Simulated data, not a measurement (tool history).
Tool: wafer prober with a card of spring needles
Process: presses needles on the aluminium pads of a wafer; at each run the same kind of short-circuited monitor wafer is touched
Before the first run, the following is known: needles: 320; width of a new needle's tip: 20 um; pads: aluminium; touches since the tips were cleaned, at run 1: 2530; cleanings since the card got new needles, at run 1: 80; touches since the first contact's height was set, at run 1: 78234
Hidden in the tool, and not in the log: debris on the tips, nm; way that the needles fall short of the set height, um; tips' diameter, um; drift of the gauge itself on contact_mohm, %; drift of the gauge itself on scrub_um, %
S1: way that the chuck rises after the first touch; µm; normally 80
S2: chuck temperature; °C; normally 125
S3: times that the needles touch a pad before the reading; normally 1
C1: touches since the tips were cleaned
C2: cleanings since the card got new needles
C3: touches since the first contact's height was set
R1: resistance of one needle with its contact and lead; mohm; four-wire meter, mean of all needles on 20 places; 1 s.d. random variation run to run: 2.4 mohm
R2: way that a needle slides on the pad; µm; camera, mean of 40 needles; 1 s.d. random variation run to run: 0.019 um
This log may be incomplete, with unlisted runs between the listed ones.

run,hour,S1,S2,S3,C1,C2,C3,R1,R2
1,0.0,80,125,1,2530,80,78234,273,11.29
# hour 8.5: tips cleaned on abrasive film
# hour 22.6: tips cleaned on abrasive film
# hour 36.7: tips cleaned on abrasive film
2,41.6,69,125,1,2910,83,103014,278,9.76
# hour 50.1: tips cleaned on abrasive film
# hour 64.2: tips cleaned on abrasive film
# hour 78.3: tips cleaned on abrasive film
# hour 92.5: tips cleaned on abrasive film
3,97.8,69,125,1,3219,87,136515,277,9.74
# hour 106.3: tips cleaned on abrasive film
# hour 109.5: height of the first contact set anew
# hour 120.8: tips cleaned on abrasive film
# hour 134.9: tips cleaned on abrasive film
# hour 149.0: tips cleaned on abrasive film
# hour 163.1: tips cleaned on abrasive film
# hour 174.4: tips cleaned on abrasive film
# hour 186.1: tips cleaned on abrasive film
4,186.1,80,125,1,0,94,45630,276,11.28
# hour 197.4: tips cleaned on abrasive film
# hour 211.5: tips cleaned on abrasive film
# hour 225.7: tips cleaned on abrasive film
# hour 239.8: tips cleaned on abrasive film
# hour 251.1: tips cleaned on abrasive film
# hour 265.2: tips cleaned on abrasive film
# hour 279.3: tips cleaned on abrasive film
5,281.7,80,125,1,1420,101,102570,276,11.25
# hour 293.0: tips cleaned on abrasive film
# hour 307.1: tips cleaned on abrasive film
# hour 318.5: tips cleaned on abrasive film
# hour 332.6: tips cleaned on abrasive film
# hour 346.7: tips cleaned on abrasive film
# hour 349.8: height of the first contact set anew
# hour 361.1: tips cleaned on abrasive film
6,370.6,80,125,2,5704,107,12433,270,11.29
# hour 373.5: tips cleaned on abrasive film
# hour 387.6: tips cleaned on abrasive film
# hour 401.8: tips cleaned on abrasive film
# hour 413.1: tips cleaned on abrasive film
# hour 427.2: tips cleaned on abrasive film
# hour 438.5: tips cleaned on abrasive film
# hour 452.6: tips cleaned on abrasive film
# hour 466.0: tips cleaned on abrasive film
7,466.0,64,125,1,0,115,69189,277,9.02
# hour 480.1: tips cleaned on abrasive film
# hour 494.2: tips cleaned on abrasive film
# hour 508.4: tips cleaned on abrasive film
# hour 519.7: tips cleaned on abrasive film
8,521.4,64,125,1,1021,119,102174,276,9.02
# hour 532.7: tips cleaned on abrasive film
# hour 544.0: tips cleaned on abrasive film
# hour 558.1: tips cleaned on abrasive film
# hour 572.3: tips cleaned on abrasive film
9,574.4,80,125,1,1293,123,133748,271,11.26
# hour 585.7: tips cleaned on abrasive film
# hour 588.8: height of the first contact set anew
# hour 600.1: tips cleaned on abrasive film
# hour 614.3: tips cleaned on abrasive film
# hour 628.4: tips cleaned on abrasive film
# hour 639.7: tips cleaned on abrasive film
# hour 651.4: tips cleaned on abrasive film
10,651.4,80,125,1,0,129,37229,271,11.26
# hour 665.5: tips cleaned on abrasive film
# hour 676.8: tips cleaned on abrasive film
# hour 688.1: tips cleaned on abrasive film
# hour 702.2: tips cleaned on abrasive film
11,707.1,80,125,1,2930,133,70438,274,11.21
# hour 715.6: tips cleaned on abrasive film
# hour 729.8: tips cleaned on abrasive film
# hour 743.9: tips cleaned on abrasive film
# hour 758.0: tips cleaned on abrasive film
12,768.0,80,125,1,6013,137,106732,271,11.23
# hour 770.9: tips cleaned on abrasive film
# hour 785.0: tips cleaned on abrasive film
# hour 796.4: tips cleaned on abrasive film
# hour 810.5: tips cleaned on abrasive film
# hour 823.9: tips cleaned on abrasive film
13,823.9,75,58,1,0,142,139957,254,10.54
# hour 829.8: height of the first contact set anew
# hour 838.3: tips cleaned on abrasive film
# hour 852.4: tips cleaned on abrasive film
# hour 863.7: tips cleaned on abrasive film
# hour 877.9: tips cleaned on abrasive film
14,885.7,92,56,1,4692,146,33291,256,12.94
# hour 891.4: tips cleaned on abrasive film
# hour 902.7: tips cleaned on abrasive film
# hour 916.8: tips cleaned on abrasive film
# hour 928.1: tips cleaned on abrasive film
# hour 942.3: tips cleaned on abrasive film
15,951.3,92,56,1,5426,151,72363,256,12.89
# hour 954.2: tips cleaned on abrasive film
# hour 968.3: tips cleaned on abrasive film
# hour 979.6: tips cleaned on abrasive film
# hour 993.8: tips cleaned on abrasive film
# hour 1007.9: tips cleaned on abrasive film
# hour 1022.0: tips cleaned on abrasive film
16,1031.6,92,29,1,5726,157,120151,245,12.90
# hour 1034.5: tips cleaned on abrasive film
# hour 1048.6: tips cleaned on abrasive film
# hour 1062.7: tips cleaned on abrasive film
# hour 1071.4: height of the first contact set anew
# hour 1074.3: tips cleaned on abrasive film
# hour 1088.4: tips cleaned on abrasive film
# hour 1099.7: tips cleaned on abrasive film
# hour 1111.6: tips cleaned on abrasive film
17,1111.6,73,30,1,0,164,23895,249,10.23
# hour 1125.7: tips cleaned on abrasive film
# hour 1137.1: tips cleaned on abrasive film
# hour 1151.2: tips cleaned on abrasive film
# hour 1165.3: tips cleaned on abrasive film
18,1173.0,73,30,1,4643,168,60501,251,10.22
# hour 1178.8: tips cleaned on abrasive film
# hour 1190.1: tips cleaned on abrasive film
# hour 1204.2: tips cleaned on abrasive film
# hour 1215.5: tips cleaned on abrasive film
# hour 1229.6: tips cleaned on abrasive film
# hour 1240.9: tips cleaned on abrasive film
19,1246.6,73,30,1,3394,174,104272,251,10.22
# hour 1252.4: tips cleaned on abrasive film
# hour 1266.5: tips cleaned on abrasive film
# hour 1280.6: tips cleaned on abrasive film
# hour 1294.7: tips cleaned on abrasive film
20,1303.4,73,30,1,5167,178,138092,248,10.24
# hour 1306.3: tips cleaned on abrasive film
# hour 1312.2: height of the first contact set anew
# hour 1317.9: tips cleaned on abrasive film
# hour 1332.0: tips cleaned on abrasive film
# hour 1346.1: tips cleaned on abrasive film
# hour 1360.2: tips cleaned on abrasive film
# hour 1371.5: tips cleaned on abrasive film
21,1372.4,80,64,1,523,184,35853,257,11.21
# hour 1383.7: tips cleaned on abrasive film
# hour 1397.9: tips cleaned on abrasive film
# hour 1412.0: tips cleaned on abrasive film
# hour 1426.1: tips cleaned on abrasive film
# hour 1437.4: tips cleaned on abrasive film
# hour 1445.8: gauge calibrated
# hour 1451.5: tips cleaned on abrasive film
# hour 1465.6: tips cleaned on abrasive film
22,1474.6,80,64,1,5368,191,96738,256,11.31
# hour 1477.5: tips cleaned on abrasive film
# hour 1491.6: tips cleaned on abrasive film
# hour 1505.7: tips cleaned on abrasive film
# hour 1519.9: tips cleaned on abrasive film
# hour 1531.2: tips cleaned on abrasive film
# hour 1545.3: tips cleaned on abrasive film
# hour 1551.2: height of the first contact set anew
23,1552.4,80,40,2,4067,197,703,250,11.33

Hidden condition of the tool, last listed run before each entry between runs versus first listed run after:
In the gap between runs 1 and 2: tips cleaned on abrasive film (hour 8.5); tips cleaned on abrasive film (hour 22.6); tips cleaned on abrasive film (hour 36.7)
  way that the needles fall short of the set height, um: 0.03 -> 0.04; drift of the gauge itself on scrub_um, %: 0 -> -0.03
  difference, measured minus the result without the unlogged condition, R2: -0.01 -> -0.01 µm
In the gap between runs 2 and 3: tips cleaned on abrasive film (hour 50.1); tips cleaned on abrasive film (hour 64.2); tips cleaned on abrasive film (hour 78.3); tips cleaned on abrasive film (hour 92.5)
  debris on the tips, nm: 0.9 -> 1; way that the needles fall short of the set height, um: 0.04 -> 0.05; drift of the gauge itself on scrub_um, %: -0.03 -> -0.07
  difference, measured minus the result without the unlogged condition, R2: -0.01 -> -0.02 µm
In the gap between runs 3 and 4: tips cleaned on abrasive film (hour 106.3); height of the first contact set anew (hour 109.5); tips cleaned on abrasive film (hour 120.8); tips cleaned on abrasive film (hour 134.9); tips cleaned on abrasive film (hour 149.0); tips cleaned on abrasive film (hour 163.1); tips cleaned on abrasive film (hour 174.4); tips cleaned on abrasive film (hour 186.1)
  debris on the tips, nm: 1 -> 0.1; way that the needles fall short of the set height, um: 0.05 -> 0.02; tips' diameter, um: 20.08 -> 20.09; drift of the gauge itself on scrub_um, %: -0.07 -> -0.14
  difference, measured minus the result without the unlogged condition, R2: -0.02 -> -0.02 µm
In the gap between runs 4 and 5: tips cleaned on abrasive film (hour 197.4); tips cleaned on abrasive film (hour 211.5); tips cleaned on abrasive film (hour 225.7); tips cleaned on abrasive film (hour 239.8); tips cleaned on abrasive film (hour 251.1); tips cleaned on abrasive film (hour 265.2); tips cleaned on abrasive film (hour 279.3)
  debris on the tips, nm: 0.1 -> 0.5; way that the needles fall short of the set height, um: 0.02 -> 0.03; drift of the gauge itself on scrub_um, %: -0.14 -> -0.21
  difference, measured minus the result without the unlogged condition, R2: -0.02 -> -0.02 µm
In the gap between runs 5 and 6: tips cleaned on abrasive film (hour 293.0); tips cleaned on abrasive film (hour 307.1); tips cleaned on abrasive film (hour 318.5); tips cleaned on abrasive film (hour 332.6); tips cleaned on abrasive film (hour 346.7); height of the first contact set anew (hour 349.8); tips cleaned on abrasive film (hour 361.1)
  debris on the tips, nm: 0.5 -> 1.2; way that the needles fall short of the set height, um: 0.03 -> 0; tips' diameter, um: 20.09 -> 20.1; drift of the gauge itself on scrub_um, %: -0.21 -> -0.28
  difference, measured minus the result without the unlogged condition, R2: -0.02 -> -0.03 µm
In the gap between runs 6 and 7: tips cleaned on abrasive film (hour 373.5); tips cleaned on abrasive film (hour 387.6); tips cleaned on abrasive film (hour 401.8); tips cleaned on abrasive film (hour 413.1); tips cleaned on abrasive film (hour 427.2); tips cleaned on abrasive film (hour 438.5); tips cleaned on abrasive film (hour 452.6); tips cleaned on abrasive film (hour 466.0)
  debris on the tips, nm: 1.2 -> 0.1; way that the needles fall short of the set height, um: 0 -> 0.02; tips' diameter, um: 20.1 -> 20.11; drift of the gauge itself on scrub_um, %: -0.28 -> -0.35
  difference, measured minus the result without the unlogged condition, R2: -0.03 -> -0.04 µm
In the gap between runs 7 and 8: tips cleaned on abrasive film (hour 480.1); tips cleaned on abrasive film (hour 494.2); tips cleaned on abrasive film (hour 508.4); tips cleaned on abrasive film (hour 519.7)
  debris on the tips, nm: 0.1 -> 0.5; way that the needles fall short of the set height, um: 0.02 -> 0.03; drift of the gauge itself on scrub_um, %: -0.35 -> -0.4
  difference, measured minus the result without the unlogged condition, R2: -0.04 -> -0.04 µm
In the gap between runs 8 and 9: tips cleaned on abrasive film (hour 532.7); tips cleaned on abrasive film (hour 544.0); tips cleaned on abrasive film (hour 558.1); tips cleaned on abrasive film (hour 572.3)
  way that the needles fall short of the set height, um: 0.03 -> 0.04; drift of the gauge itself on scrub_um, %: -0.4 -> -0.44
  difference, measured minus the result without the unlogged condition, R2: -0.04 -> -0.06 µm
In the gap between runs 9 and 10: tips cleaned on abrasive film (hour 585.7); height of the first contact set anew (hour 588.8); tips cleaned on abrasive film (hour 600.1); tips cleaned on abrasive film (hour 614.3); tips cleaned on abrasive film (hour 628.4); tips cleaned on abrasive film (hour 639.7); tips cleaned on abrasive film (hour 651.4)
  debris on the tips, nm: 0.5 -> 0.1; way that the needles fall short of the set height, um: 0.04 -> 0.01; tips' diameter, um: 20.11 -> 20.12; drift of the gauge itself on scrub_um, %: -0.44 -> -0.5
  difference, measured minus the result without the unlogged condition, R2: -0.06 -> -0.05 µm
In the gap between runs 10 and 11: tips cleaned on abrasive film (hour 665.5); tips cleaned on abrasive film (hour 676.8); tips cleaned on abrasive film (hour 688.1); tips cleaned on abrasive film (hour 702.2)
  debris on the tips, nm: 0.1 -> 0.9; way that the needles fall short of the set height, um: 0.01 -> 0.02; drift of the gauge itself on scrub_um, %: -0.5 -> -0.54
  difference, measured minus the result without the unlogged condition, R2: -0.05 -> -0.07 µm
In the gap between runs 11 and 12: tips cleaned on abrasive film (hour 715.6); tips cleaned on abrasive film (hour 729.8); tips cleaned on abrasive film (hour 743.9); tips cleaned on abrasive film (hour 758.0)
  debris on the tips, nm: 0.9 -> 1.3; way that the needles fall short of the set height, um: 0.02 -> 0.03; tips' diameter, um: 20.12 -> 20.13; drift of the gauge itself on scrub_um, %: -0.54 -> -0.58
  difference, measured minus the result without the unlogged condition, R2: -0.07 -> -0.07 µm
In the gap between runs 12 and 13: tips cleaned on abrasive film (hour 770.9); tips cleaned on abrasive film (hour 785.0); tips cleaned on abrasive film (hour 796.4); tips cleaned on abrasive film (hour 810.5); tips cleaned on abrasive film (hour 823.9)
  debris on the tips, nm: 1.3 -> 0.1; way that the needles fall short of the set height, um: 0.03 -> 0.05; drift of the gauge itself on scrub_um, %: -0.58 -> -0.63
  difference, measured minus the result without the unlogged condition, R2: -0.07 -> -0.07 µm
In the gap between runs 13 and 14: height of the first contact set anew (hour 829.8); tips cleaned on abrasive film (hour 838.3); tips cleaned on abrasive film (hour 852.4); tips cleaned on abrasive film (hour 863.7); tips cleaned on abrasive film (hour 877.9)
  debris on the tips, nm: 0.1 -> 1.2; way that the needles fall short of the set height, um: 0.05 -> 0.01; tips' diameter, um: 20.13 -> 20.14; drift of the gauge itself on scrub_um, %: -0.63 -> -0.67
  difference, measured minus the result without the unlogged condition, R2: -0.07 -> -0.09 µm
In the gap between runs 14 and 15: tips cleaned on abrasive film (hour 891.4); tips cleaned on abrasive film (hour 902.7); tips cleaned on abrasive film (hour 916.8); tips cleaned on abrasive film (hour 928.1); tips cleaned on abrasive film (hour 942.3)
  debris on the tips, nm: 1.2 -> 1.3; way that the needles fall short of the set height, um: 0.01 -> 0.02; drift of the gauge itself on scrub_um, %: -0.67 -> -0.72
  difference, measured minus the result without the unlogged condition, R2: -0.09 -> -0.09 µm
In the gap between runs 15 and 16: tips cleaned on abrasive film (hour 954.2); tips cleaned on abrasive film (hour 968.3); tips cleaned on abrasive film (hour 979.6); tips cleaned on abrasive film (hour 993.8); tips cleaned on abrasive film (hour 1007.9); tips cleaned on abrasive film (hour 1022.0)
  debris on the tips, nm: 1.3 -> 1.2; way that the needles fall short of the set height, um: 0.02 -> 0.04; tips' diameter, um: 20.14 -> 20.15; drift of the gauge itself on scrub_um, %: -0.72 -> -0.78
  difference, measured minus the result without the unlogged condition, R2: -0.09 -> -0.10 µm
In the gap between runs 16 and 17: tips cleaned on abrasive film (hour 1034.5); tips cleaned on abrasive film (hour 1048.6); tips cleaned on abrasive film (hour 1062.7); height of the first contact set anew (hour 1071.4); tips cleaned on abrasive film (hour 1074.3); tips cleaned on abrasive film (hour 1088.4); tips cleaned on abrasive film (hour 1099.7); tips cleaned on abrasive film (hour 1111.6)
  debris on the tips, nm: 1.2 -> 0.1; way that the needles fall short of the set height, um: 0.04 -> 0.01; drift of the gauge itself on scrub_um, %: -0.78 -> -0.85
  difference, measured minus the result without the unlogged condition, R2: -0.10 -> -0.09 µm
In the gap between runs 17 and 18: tips cleaned on abrasive film (hour 1125.7); tips cleaned on abrasive film (hour 1137.1); tips cleaned on abrasive film (hour 1151.2); tips cleaned on abrasive film (hour 1165.3)
  debris on the tips, nm: 0.1 -> 1.1; way that the needles fall short of the set height, um: 0.01 -> 0.02; tips' diameter, um: 20.15 -> 20.16; drift of the gauge itself on scrub_um, %: -0.85 -> -0.89
  difference, measured minus the result without the unlogged condition, R2: -0.09 -> -0.10 µm
In the gap between runs 18 and 19: tips cleaned on abrasive film (hour 1178.8); tips cleaned on abrasive film (hour 1190.1); tips cleaned on abrasive film (hour 1204.2); tips cleaned on abrasive film (hour 1215.5); tips cleaned on abrasive film (hour 1229.6); tips cleaned on abrasive film (hour 1240.9)
  debris on the tips, nm: 1.1 -> 1; way that the needles fall short of the set height, um: 0.02 -> 0.04; drift of the gauge itself on scrub_um, %: -0.89 -> -0.95
  difference, measured minus the result without the unlogged condition, R2: -0.10 -> -0.10 µm
In the gap between runs 19 and 20: tips cleaned on abrasive film (hour 1252.4); tips cleaned on abrasive film (hour 1266.5); tips cleaned on abrasive film (hour 1280.6); tips cleaned on abrasive film (hour 1294.7)
  debris on the tips, nm: 1 -> 1.1; way that the needles fall short of the set height, um: 0.04 -> 0.05; tips' diameter, um: 20.16 -> 20.17; drift of the gauge itself on scrub_um, %: -0.95 -> -0.99
  difference, measured minus the result without the unlogged condition, R2: -0.10 -> -0.10 µm
In the gap between runs 20 and 21: tips cleaned on abrasive film (hour 1306.3); height of the first contact set anew (hour 1312.2); tips cleaned on abrasive film (hour 1317.9); tips cleaned on abrasive film (hour 1332.0); tips cleaned on abrasive film (hour 1346.1); tips cleaned on abrasive film (hour 1360.2); tips cleaned on abrasive film (hour 1371.5)
  debris on the tips, nm: 1.1 -> 0.3; way that the needles fall short of the set height, um: 0.05 -> 0.01; drift of the gauge itself on scrub_um, %: -0.99 -> -1.04
  difference, measured minus the result without the unlogged condition, R2: -0.10 -> -0.12 µm
In the gap between runs 21 and 22: tips cleaned on abrasive film (hour 1383.7); tips cleaned on abrasive film (hour 1397.9); tips cleaned on abrasive film (hour 1412.0); tips cleaned on abrasive film (hour 1426.1); tips cleaned on abrasive film (hour 1437.4); gauge calibrated (hour 1445.8); tips cleaned on abrasive film (hour 1451.5); tips cleaned on abrasive film (hour 1465.6)
  debris on the tips, nm: 0.3 -> 1.1; way that the needles fall short of the set height, um: 0.01 -> 0.03; tips' diameter, um: 20.17 -> 20.18; drift of the gauge itself on scrub_um, %: -1.04 -> -0.02
  difference, measured minus the result without the unlogged condition, R2: -0.12 -> -0.01 µm
In the gap between runs 22 and 23: tips cleaned on abrasive film (hour 1477.5); tips cleaned on abrasive film (hour 1491.6); tips cleaned on abrasive film (hour 1505.7); tips cleaned on abrasive film (hour 1519.9); tips cleaned on abrasive film (hour 1531.2); tips cleaned on abrasive film (hour 1545.3); height of the first contact set anew (hour 1551.2)
  debris on the tips, nm: 1.1 -> 1.2; way that the needles fall short of the set height, um: 0.03 -> 0; drift of the gauge itself on scrub_um, %: -0.02 -> -0.08
  difference, measured minus the result without the unlogged condition, R2: -0.01 -> -0.01 µm
